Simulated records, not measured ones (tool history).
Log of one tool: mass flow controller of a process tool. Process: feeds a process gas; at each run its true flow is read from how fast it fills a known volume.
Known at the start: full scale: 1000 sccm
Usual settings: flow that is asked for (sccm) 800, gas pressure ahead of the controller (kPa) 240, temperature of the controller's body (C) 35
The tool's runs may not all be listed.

| run | hour | flow that is asked for (sccm) | gas pressure ahead of the controller (kPa) | temperature of the controller's body (C) | true flow (%) |
|---|---|---|---|---|---|
| 1 | 0 | 800 | 240 | 35 | 98.83 |
| 2 | 340.5 | 800 | 240 | 35 | 98.86 |
| 3 | 549.4 | 800 | 240 | 35 | 98.76 |
| 4 | 865.2 | 218 | 240 | 35 | 97.4 |
| 5 | 1253.2 | 218 | 240 | 35 | 97.39 |
| 6 | 1444.6 | 800 | 262 | 35 | 98.76 |
| 7 | 1627.7 | 800 | 262 | 35 | 98.79 |
| 8 | 1887.2 | 800 | 240 | 20 | 99.68 |
| 9 | 2251.4 | 800 | 161 | 35 | 98.95 |
| 10 | 2480.8 | 800 | 161 | 35 | 98.99 |
| 11 | 2726.5 | 178 | 153 | 35 | 97.47 |
| 12 | 3121.8 | 134 | 156 | 21 | 98.29 |
| 13 | 3365.8 | 183 | 240 | 32 | 97.56 |
| 14 | 3627.5 | 167 | 140 | 38 | 97.45 |
| 15 | 3867.3 | 131 | 225 | 38 | 97.18 |
| 16 | 4135.8 | 292 | 264 | 24 | 98.11 |

5 ways to go on from here, each from the tool as it stands after run 16. What would each give?
| A | 4451.7 | 946 | 145 | 26 | ? |
| B | 4451.7 | 110 | 240 | 29 | ? |
| C | 4451.7 | 560 | 240 | 36 | ? |
| D | 4451.7 | 526 | 187 | 23 | ? |
| E | 4451.7 | 591 | 240 | 35 | ? |

| run | true flow (%) |
|---|---|
| A | 99.93 |
| B | 97.56 |
| C | 98.21 |
| D | 99.12 |
| E | 98.36 |
Without the tool's hidden state the same runs would have given:
| run | true flow (%) |
|---|---|
| A | 99.94 |
| B | 97.55 |
| C | 98.21 |
| D | 99.12 |
| E | 98.36 |
